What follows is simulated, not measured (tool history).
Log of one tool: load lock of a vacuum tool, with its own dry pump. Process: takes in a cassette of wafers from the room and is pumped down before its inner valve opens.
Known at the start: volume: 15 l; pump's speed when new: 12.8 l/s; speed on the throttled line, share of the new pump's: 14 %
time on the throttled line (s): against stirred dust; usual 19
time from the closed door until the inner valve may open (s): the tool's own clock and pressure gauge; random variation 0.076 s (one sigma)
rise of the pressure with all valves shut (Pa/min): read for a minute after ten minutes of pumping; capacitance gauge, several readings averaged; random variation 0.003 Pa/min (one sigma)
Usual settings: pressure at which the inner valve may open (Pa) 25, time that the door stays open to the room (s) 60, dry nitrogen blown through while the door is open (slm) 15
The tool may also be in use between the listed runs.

| run | hour | time on the throttled line (s) | pressure at which the inner valve may open (Pa) | time that the door stays open to the room (s) | dry nitrogen blown through while the door is open (slm) | incoming humidity of the room's air, % | time from the closed door until the inner valve may open (s) | rise of the pressure with all valves shut (Pa/min) |
|---|---|---|---|---|---|---|---|---|
| 1 | 0.0 | 19 | 25 | 60 | 15 | 41.9 | 26.22 | 0.172 |
| 2 | 157.4 | 19 | 25 | 60 | 15 | 45.9 | 26.26 | 0.183 |
| 3 | 268.1 | 19 | 25 | 60 | 15 | 42.1 | 26.21 | 0.186 |
| 4 | 370.4 | 19 | 25 | 60 | 11 | 45.4 | 26.40 | 0.197 |
| 5 | 575.1 | 19 | 25 | 60 | 15 | 48.2 | 26.16 | 0.213 |
| 6 | 660.5 | 19 | 25 | 60 | 15 | 48.6 | 26.23 | 0.215 |
| 7 | 763.5 | 19 | 25 | 60 | 15 | 47.8 | 26.23 | 0.232 |
| 8 | 934.3 | 19 | 25 | 60 | 15 | 44.4 | 26.40 | 0.228 |
| 9 | 1023.5 | 19 | 25 | 60 | 15 | 46.6 | 26.41 | 0.246 |
| 10 | 1117.9 | 19 | 19 | 60 | 15 | 47.8 | 26.52 | 0.243 |
| 11 | 1216.8 | 19 | 19 | 60 | 15 | 45.4 | 26.45 | 0.249 |
| 12 | 1344.5 | 19 | 19 | 60 | 15 | 46.8 | 26.50 | 0.266 |
| 13 | 1532.9 | 19 | 19 | 60 | 15 | 50.2 | 26.66 | 0.269 |
| 14 | 1665.4 | 19 | 41 | 60 | 15 | 46.2 | 25.65 | 0.288 |
| 15 | 1817.6 | 19 | 41 | 60 | 15 | 46.3 | 25.71 | 0.293 |
| 16 | 1921.6 | 19 | 25 | 60 | 11 | 44.8 | 26.23 | 0.303 |
| 17 | 2094.3 | 19 | 25 | 60 | 11 | 42.8 | 26.36 | 0.310 |
| 18 | 2232.6 | 19 | 25 | 71 | 28 | 47.2 | 26.48 | 0.327 |
| 19 | 2329.9 | 19 | 25 | 71 | 28 | 43.7 | 26.24 | 0.319 |
| 20 | 2493.9 | 24 | 25 | 71 | 28 | 41.8 | 30.85 | 0.329 |
| 21 | 2608.8 | 19 | 37 | 104 | 15 | 45.2 | 25.80 | 0.368 |
| 22 | 2726.3 | 19 | 25 | 35 | 8 | 44.4 | 26.32 | 0.361 |
| 23 | 2910.6 | 32 | 25 | 33 | 10 | 44.9 | 37.61 | 0.374 |
| 24 | 3104.5 | 32 | 25 | 33 | 10 | 45.8 | 37.52 | 0.382 |
| 25 | 3303.1 | 14 | 25 | 33 | 10 | 47.8 | 22.14 | 0.419 |
| 26 | 3499.8 | 14 | 25 | 42 | 10 | 46.0 | 22.08 | 0.420 |
| 27 | 3678.8 | 14 | 25 | 42 | 10 | 45.8 | 22.06 | 0.446 |
| 28 | 3781.4 | 12 | 25 | 34 | 29 | 44.2 | 20.30 | 0.443 |
| 29 | 3929.7 | 12 | 39 | 34 | 29 | 45.3 | 19.89 | 0.459 |

Forecast each of these 5 alternatives for the next run:
| A | 4124.5 | 12 | 39 | 78 | 29 | 45.9 | ? | ? |
| B | 4124.5 | 22 | 25 | 60 | 15 | 44.8 | ? | ? |
| C | 4124.5 | 19 | 25 | 231 | 15 | 43.6 | ? | ? |
| D | 4124.5 | 12 | 39 | 34 | 25 | 41.2 | ? | ? |
| E | 4124.5 | 30 | 25 | 97 | 15 | 45.5 | ? | ? |

| run | time from the closed door until the inner valve may open (s) | rise of the pressure with all valves shut (Pa/min) |
|---|---|---|
| A | 19.82 | 0.482 |
| B | 28.88 | 0.491 |
| C | 26.44 | 0.540 |
| D | 19.80 | 0.474 |
| E | 35.92 | 0.508 |
Without the tool's hidden state the same runs would have given:
| run | time from the closed door until the inner valve may open (s) | rise of the pressure with all valves shut (Pa/min) |
|---|---|---|
| A | 19.64 | 0.042 |
| B | 28.72 | 0.043 |
| C | 26.26 | 0.091 |
| D | 19.62 | 0.032 |
| E | 35.78 | 0.068 |

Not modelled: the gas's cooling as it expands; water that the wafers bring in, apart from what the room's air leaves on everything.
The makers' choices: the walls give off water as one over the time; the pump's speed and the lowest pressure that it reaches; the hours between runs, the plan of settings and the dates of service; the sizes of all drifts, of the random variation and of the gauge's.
